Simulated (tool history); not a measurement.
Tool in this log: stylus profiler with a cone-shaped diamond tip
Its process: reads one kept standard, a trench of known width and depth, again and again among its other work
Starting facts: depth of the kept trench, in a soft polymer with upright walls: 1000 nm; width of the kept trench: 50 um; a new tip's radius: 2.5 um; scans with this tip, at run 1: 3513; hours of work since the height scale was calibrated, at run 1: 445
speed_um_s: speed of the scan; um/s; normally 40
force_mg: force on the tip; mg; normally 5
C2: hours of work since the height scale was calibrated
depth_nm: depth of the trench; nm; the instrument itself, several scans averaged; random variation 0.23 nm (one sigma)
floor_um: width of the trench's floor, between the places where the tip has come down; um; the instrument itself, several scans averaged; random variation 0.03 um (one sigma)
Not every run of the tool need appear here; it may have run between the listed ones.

run 1 hour=0 | speed_um_s=40 force_mg=5 | scans_with_this_tip=3513 C2=445 | depth_nm=1015.54 floor_um=44.47
run 2 hour=25.3 | speed_um_s=40 force_mg=5 | scans_with_this_tip=3661 C2=463 | depth_nm=1015.66 floor_um=44.52
run 3 hour=63.4 | speed_um_s=40 force_mg=11.14 | scans_with_this_tip=3884 C2=492 | depth_nm=1027.29 floor_um=44.45
run 4 hour=88.1 | speed_um_s=40 force_mg=5 | scans_with_this_tip=4029 C2=510 | depth_nm=1015.26 floor_um=44.37
run 5 hour=127.4 | speed_um_s=40 force_mg=5 | scans_with_this_tip=4259 C2=539 | depth_nm=1015.4 floor_um=44.3
run 6 hour=153.3 | speed_um_s=73 force_mg=5 | scans_with_this_tip=4411 C2=558 | depth_nm=1015.44 floor_um=44.04
run 7 hour=183.1 | speed_um_s=73 force_mg=5 | scans_with_this_tip=4585 C2=580 | depth_nm=1015.12 floor_um=44.01
run 8 hour=207.8 | speed_um_s=73 force_mg=5 | scans_with_this_tip=4730 C2=599 | depth_nm=1015.3 floor_um=43.95
run 9 hour=236.4 | speed_um_s=73 force_mg=5 | scans_with_this_tip=4897 C2=620 | depth_nm=1015.27 floor_um=43.88
run 10 hour=267 | speed_um_s=73 force_mg=5 | scans_with_this_tip=5076 C2=643 | depth_nm=1015.13 floor_um=43.87
run 11 hour=292.6 | speed_um_s=73 force_mg=5 | scans_with_this_tip=5226 C2=662 | depth_nm=1014.77 floor_um=43.84
run 12 hour=325.7 | speed_um_s=73 force_mg=5 | scans_with_this_tip=5420 C2=686 | depth_nm=1014.84 floor_um=43.72
run 13 hour=353.3 | speed_um_s=19 force_mg=2.78 | scans_with_this_tip=5582 C2=707 | depth_nm=1009.5 floor_um=43.92
run 14 hour=378 | speed_um_s=46 force_mg=2 | scans_with_this_tip=5726 C2=725 | depth_nm=1007.48 floor_um=43.66
run 15 hour=416.3 | speed_um_s=12 force_mg=2.29 | scans_with_this_tip=5951 C2=753 | depth_nm=1008.29 floor_um=43.92
run 16 hour=437.5 | speed_um_s=27 force_mg=2.36 | scans_with_this_tip=6075 C2=769 | depth_nm=1008.28 floor_um=43.72
run 17 hour=467.4 | speed_um_s=27 force_mg=2.36 | scans_with_this_tip=6250 C2=791 | depth_nm=1008.47 floor_um=43.64
run 18 hour=484.4 | speed_um_s=27 force_mg=2.36 | scans_with_this_tip=6350 C2=804 | depth_nm=1008.53 floor_um=43.65

Each row is a separate what-if for the run after 18, all from the same tool condition, not one after another. Results?
run A hour=501.2 | speed_um_s=40 force_mg=5.41 | scans_with_this_tip=6448 C2=816 | depth_nm=? floor_um=?
run B hour=501.2 | speed_um_s=22 force_mg=4.57 | scans_with_this_tip=6448 C2=816 | depth_nm=? floor_um=?
run C hour=501.2 | speed_um_s=38 force_mg=2.36 | scans_with_this_tip=6448 C2=816 | depth_nm=? floor_um=?
run D hour=501.2 | speed_um_s=23 force_mg=5 | scans_with_this_tip=6448 C2=816 | depth_nm=? floor_um=?
run E hour=501.2 | speed_um_s=13 force_mg=5 | scans_with_this_tip=6448 C2=816 | depth_nm=? floor_um=?

run=A depth_nm=1015.54 floor_um=43.62
run=B depth_nm=1014.02 floor_um=43.69
run=C depth_nm=1008.27 floor_um=43.54
run=D depth_nm=1014.51 floor_um=43.73
run=E depth_nm=1014.55 floor_um=43.74
Without the tool's hidden state the same runs would have given:
run=A depth_nm=1017.28 floor_um=45.81
run=B depth_nm=1015.76 floor_um=45.89
run=C depth_nm=1010 floor_um=45.74
run=D depth_nm=1016.25 floor_um=45.93
run=E depth_nm=1016.3 floor_um=45.93
